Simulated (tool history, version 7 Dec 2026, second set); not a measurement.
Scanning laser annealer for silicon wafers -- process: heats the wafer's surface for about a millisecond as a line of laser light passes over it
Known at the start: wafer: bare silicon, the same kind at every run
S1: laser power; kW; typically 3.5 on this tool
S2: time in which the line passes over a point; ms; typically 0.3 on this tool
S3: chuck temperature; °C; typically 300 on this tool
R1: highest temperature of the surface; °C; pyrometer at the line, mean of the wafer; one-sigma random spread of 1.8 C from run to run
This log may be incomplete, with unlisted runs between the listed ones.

run     day     S1     S2   S3    R1
  1       0    3.5    0.3  300  1025
  2   3.562    3.5    0.3  300  1022
      5.746  -- window over the wafer cleaned
  3   6.175    3.5    0.3  335  1080
  4   7.983    3.5    0.3  335  1082
  5  10.321    3.5    0.3  335  1077
  6  12.783    3.5    0.3  335  1072
  7  14.471  3.308    0.3  335  1022
  8  17.158  3.308    0.3  280   962
  9  19.154  3.308    0.3  280   960
 10  21.888  3.308    0.3  280   959
 11  25.167  3.521    0.3  300  1027
 12  27.017  3.521    0.3  300  1024
 13      29  3.521    0.3  300  1026
 14  31.988  3.521    0.3  300  1022
 15  35.412  3.013  0.302  286   881
 16  38.096  3.013  0.302  286   875
     38.396  -- laser's power meter calibrated
     40.138  -- optics aligned, line set to its width
 17  40.329   3.45  0.263  307   965
 18  43.292   3.45  0.263  307   967
     43.825  -- window over the wafer cleaned
 19  46.958  3.596  0.256  297  1009
 20  50.625  3.752   0.38  339  1277
 21  53.717  3.752   0.38  339  1271
 22  56.467   3.66  0.213  265   910
     60.004  -- laser's power meter calibrated, once more
 23  60.017  3.408   0.22  304   906
 24  63.704  3.408   0.22  304   900
 25    65.5  3.618  0.211  281   907
 26  68.021  3.618  0.211  281   907
 27  71.192  3.618  0.211  281   902

Forecast each of these 5 alternatives for the next run:
  A  73.996    3.5  0.292  278   ?
  B  73.996   3.65  0.336  281   ?
  C  73.996  3.583   0.36  335   ?
  D  73.996    3.5  0.256  300   ?
  E  73.996  3.369   0.28  307   ?

run    R1
  A   991
  B  1101
  C  1171
  D   966
  E   976
Had the tool no hidden state, the same runs would have come out as:
run    R1
  A  1030
  B  1145
  C  1216
  D  1002
  E  1012
